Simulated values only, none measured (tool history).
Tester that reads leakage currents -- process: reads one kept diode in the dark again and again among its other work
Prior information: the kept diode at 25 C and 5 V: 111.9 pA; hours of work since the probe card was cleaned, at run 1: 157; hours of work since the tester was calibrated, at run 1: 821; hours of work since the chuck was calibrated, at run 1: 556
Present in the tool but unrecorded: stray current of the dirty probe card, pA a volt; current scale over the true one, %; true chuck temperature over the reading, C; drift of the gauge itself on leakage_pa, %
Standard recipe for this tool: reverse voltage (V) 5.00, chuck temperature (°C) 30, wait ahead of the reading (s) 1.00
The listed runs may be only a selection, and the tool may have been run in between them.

run	hour	reverse voltage (V)	chuck temperature (°C)	wait ahead of the reading (s)	hours of work since the probe card was cleaned	hours of work since the tester was calibrated	hours of work since the chuck was calibrated	current that the tester gives (pA)
1	0.0	5.00	30	1.00	157	821	556	169.67
2	134.0	5.00	30	1.00	233	897	631	169.30
3	253.1	14.52	30	1.00	300	964	698	279.00
4	309.7	14.52	30	1.00	332	995	730	276.95
5	436.5	14.52	30	1.00	403	1067	802	276.96
6	498.9	14.52	30	1.00	438	1102	837	274.41
7	626.2	14.52	30	1.00	510	1174	908	276.70
8	738.3	14.52	30	1.00	573	1237	972	276.10
9	808.4	5.00	29	1.00	613	1276	1011	153.50
10	865.9	4.99	30	1.00	645	1309	1043	167.07
11	951.4	4.99	30	1.00	693	1357	1092	165.10
12	1015.0	4.99	30	1.00	729	1393	1127	166.36
13	1086.3	4.99	30	1.00	769	1433	1168	165.37
14	1202.9	5.00	22	1.00	835	1498	1233	82.85
15	1259.0	5.00	22	1.00	866	1530	1265	83.36
16	1318.1	5.00	22	1.00	900	1563	1298	82.52
17	1402.6	5.00	22	1.00	947	1611	1346	82.82
18	1459.8	5.00	22	1.00	979	1643	1378	82.93
19	1520.7	5.00	30	1.00	1014	1677	1412	163.80
20	1601.3	5.00	30	1.00	1059	1723	1457	164.05

Estimate the outcome of run 21 from the log above:
21	1696.4	2.67	32	1.84	1113	1776	1511	?

current that the tester gives (pA): 144.54
Take away the tool's hidden state, keep the run-to-run variation as it was, and the same run would have given current that the tester gives (pA) 156.93.

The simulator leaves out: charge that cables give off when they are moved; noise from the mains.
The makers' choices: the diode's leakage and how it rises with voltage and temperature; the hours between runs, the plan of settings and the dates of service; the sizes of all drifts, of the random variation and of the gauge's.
